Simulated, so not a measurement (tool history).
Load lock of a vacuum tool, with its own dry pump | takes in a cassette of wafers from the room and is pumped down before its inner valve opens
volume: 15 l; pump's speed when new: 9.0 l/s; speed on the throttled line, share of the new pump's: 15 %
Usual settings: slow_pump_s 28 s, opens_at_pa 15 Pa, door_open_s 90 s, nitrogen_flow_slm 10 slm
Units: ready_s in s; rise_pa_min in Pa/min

run,hour,slow_pump_s,opens_at_pa,door_open_s,nitrogen_flow_slm,"incoming humidity of the room's air, %",ready_s,rise_pa_min
1,0.0,28,15,90,10,45.6,38.7,0.565
2,154.8,53,15,90,10,43.3,60.2,0.547
3,340.3,53,15,90,10,45.1,60.3,0.572
4,605.4,53,15,90,10,44.6,60.3,0.593
5,791.3,53,18,90,10,46.8,59.7,0.612
6,1051.5,53,18,90,10,40.5,60.0,0.624
7,1214.9,15,15,90,10,43.5,28.2,0.629
8,1355.1,15,15,90,10,42.2,27.7,0.645
9,1488.8,37,15,90,10,45.5,46.9,0.648
10,1733.0,28,15,90,10,44.3,39.1,0.656
11,2029.3,28,15,90,10,46.5,38.9,0.691
12,2312.6,28,15,90,10,44.0,38.8,0.708
13,2494.3,28,15,90,10,41.0,39.0,0.735
14,2759.5,28,15,90,10,42.5,39.3,0.748
15,3007.5,28,29,37,10,47.4,37.9,0.743
# hour 3248.2: door's seal changed, seat wiped
16,3261.6,28,21,115,5,47.3,38.5,0.130
17,3481.4,31,15,90,11,46.2,42.1,0.093
18,3742.2,31,18,49,11,47.0,41.7,0.086
19,3975.3,21,24,85,41,47.9,32.3,0.060
20,4181.1,28,14,90,16,47.3,39.3,0.096
21,4438.0,26,20,41,10,41.7,36.7,0.089
22,4622.7,42,15,90,15,44.5,50.7,0.103
23,4895.3,42,17,90,33,42.2,51.2,0.081
24,5172.2,26,18,171,5,43.6,37.6,0.175
25,5322.4,26,18,66,5,43.1,36.8,0.128
26,5576.9,36,14,104,17,43.1,46.7,0.128

Forecast each of these 4 alternatives for the next run:
A,5828.6,53,19,45,17,46.5,?,?
B,5828.6,36,14,104,4,43.4,?,?
C,5828.6,36,12,78,17,46.2,?,?
D,5828.6,35,15,90,8,43.7,?,?

run,ready_s,rise_pa_min
A,60.0,0.111
B,46.6,0.173
C,46.9,0.126
D,45.2,0.150
Without the tool's hidden state the same runs would have given:
run,ready_s,rise_pa_min
A,59.5,0.057
B,45.8,0.119
C,46.0,0.072
D,44.4,0.096

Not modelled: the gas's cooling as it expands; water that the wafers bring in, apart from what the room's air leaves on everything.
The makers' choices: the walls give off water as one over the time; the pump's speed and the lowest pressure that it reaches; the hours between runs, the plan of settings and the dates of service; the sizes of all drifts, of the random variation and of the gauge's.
